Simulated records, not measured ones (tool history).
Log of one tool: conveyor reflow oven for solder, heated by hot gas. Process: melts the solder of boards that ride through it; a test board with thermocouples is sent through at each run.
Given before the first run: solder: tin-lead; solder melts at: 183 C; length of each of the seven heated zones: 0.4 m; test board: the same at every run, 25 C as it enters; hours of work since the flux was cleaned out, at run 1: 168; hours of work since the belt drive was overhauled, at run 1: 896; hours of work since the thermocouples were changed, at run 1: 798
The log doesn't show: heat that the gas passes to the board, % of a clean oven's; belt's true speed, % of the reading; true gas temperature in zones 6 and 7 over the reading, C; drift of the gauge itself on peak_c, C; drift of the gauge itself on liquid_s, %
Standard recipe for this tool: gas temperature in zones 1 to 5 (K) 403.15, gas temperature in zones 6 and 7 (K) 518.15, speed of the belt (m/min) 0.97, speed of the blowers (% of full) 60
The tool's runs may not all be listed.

run    hour  gas temperature in zones 1 to 5 (K)  gas temperature in zones 6 and 7 (K)  speed of the belt (m/min)  speed of the blowers (% of full)  hours of work since the flux was cleaned out  hours of work since the belt drive was overhauled  hours of work since the thermocouples were changed  highest temperature of the board (K)  time above the solder's melting point (s)
  1       0                               403.15                                518.15                       0.97                                60                                           168                                                896                                                 798                                484.15                                       31.3
  2    45.4                               403.15                                518.15                       0.97                                60                                           189                                                918                                                 819                                484.45                                       30.9
  3    82.9                               403.15                                518.15                       0.97                                60                                           207                                                935                                                 837                                484.05                                       30.8
  4   128.9                               403.15                                518.15                       0.97                                60                                           228                                                957                                                 858                                483.95                                       30.9
      138.1  -- flux residue cleaned out of gas plates and filters
  5   162.1                               390.15                                518.15                       0.97                                60                                            11                                                970                                                 871                                479.35                                       25.4
  6   202.7                               390.15                                518.15                       0.97                                60                                            30                                                989                                                 890                                479.25                                         25
      223.9  -- flux residue cleaned out of gas plates and filters, once more
  7   261.2                               390.15                                518.15                       0.97                                60                                            17                                               1014                                                 915                                482.75                                       27.7
  8   288.2                               403.15                                518.15                       1.15                                60                                            30                                               1027                                                 928                                477.25                                       21.3
  9   330.4                               403.15                                518.15                       1.15                                60                                            50                                               1046                                                 948                                477.15                                       21.2
 10     360                               403.15                                518.15                       1.15                                60                                            64                                               1060                                                 962                                477.05                                       20.9
 11   394.7                               403.15                                518.15                       0.97                                60                                            80                                               1076                                                 978                                485.35                                       31.7
 12   430.3                               403.15                                518.15                       0.97                                60                                            97                                               1093                                                 994                                485.35                                       31.9
 13   475.3                               403.15                                518.15                       0.97                                60                                           118                                               1114                                                1016                                484.75                                       31.6
 14   517.8                               403.15                                518.15                      1.015                                60                                           138                                               1134                                                1035                                482.65                                       28.4
 15   561.6                               403.15                                518.15                      1.015                                60                                           158                                               1155                                                1056                                481.95                                       28.3
 16   587.4                               394.15                                518.15                      0.818                                62                                           170                                               1167                                                1068                                490.95                                       40.5
 17     612                               403.15                                518.15                      0.923                                53                                           182                                               1178                                                1080                                482.35                                       31.2
 18   651.3                               403.15                                518.15                      0.923                                53                                           200                                               1197                                                1098                                481.95                                       31.2
 19   677.7                               401.15                                506.15                      1.052                                87                                           212                                               1209                                                1110                                481.85                                       27.5
 20   710.9                               405.15                                506.15                       1.04                                87                                           228                                               1224                                                1126                                482.85                                       29.6
      719.5  -- flux residue cleaned out of gas plates and filters
 21   754.6                               410.15                                509.15                       1.04                                84                                            16                                               1243                                                1144                                487.65                                       33.6
      762.7  -- belt drive overhauled, speed set with a stopwatch
 22   800.1                               410.15                                515.15                       1.04                                84                                            36                                                 18                                                1163                                491.45                                       34.1
 23   832.7                               410.15                                515.15                       1.04                                69                                            51                                                 33                                                1179                                485.35                                       30.6
 24   866.4                               403.15                                515.15                      1.064                                76                                            67                                                 49                                                1194                                485.05                                       28.9
 25   897.8                               389.15                                520.15                      1.101                                67                                            82                                                 63                                                1209                                479.25                                       21.5
 26   941.1                               389.15                                520.15                      1.101                                67                                           102                                                 84                                                1229                                479.15                                       21.2
 27   984.3                               403.15                                526.15                       0.78                                63                                           122                                                104                                                1250                                500.95                                       49.7
 28  1014.5                               396.15                                518.15                       0.97                                60                                           136                                                118                                                1264                                481.45                                         27
 29  1049.9                               416.15                                518.15                       0.97                                60                                           153                                                134                                                1280                                486.35                                       34.7
 30  1105.5                               416.15                                518.15                       0.97                                60                                           179                                                160                                                1306                                486.35                                       34.7

Results per run with the tool's hidden condition removed, run-to-run variation unchanged:
run  highest temperature of the board (K)  time above the solder's melting point (s)
  1                                486.05                                       31.9
  2                                486.55                                       31.6
  3                                486.35                                       31.6
  4                                486.45                                       31.9
  5                                482.65                                       27.2
  6                                482.75                                         27
  7                                483.15                                       27.2
  8                                477.65                                       20.9
  9                                477.65                                         21
 10                                477.75                                       20.8
 11                                486.35                                       31.5
 12                                486.55                                       31.9
 13                                486.25                                       31.7
 14                                484.25                                       28.7
 15                                483.85                                       28.8
 16                                493.15                                       40.7
 17                                484.25                                       31.7
 18                                484.05                                       31.8
 19                                485.05                                       28.8
 20                                486.25                                       30.9
 21                                488.65                                         33
 22                                493.75                                       35.2
 23                                487.65                                       31.9
 24                                487.65                                       30.3
 25                                482.05                                       23.3
 26                                482.25                                       23.2
 27                                504.05                                       51.1
 28                                484.65                                       29.2
 29                                489.55                                       36.6
 30                                489.75                                       36.8
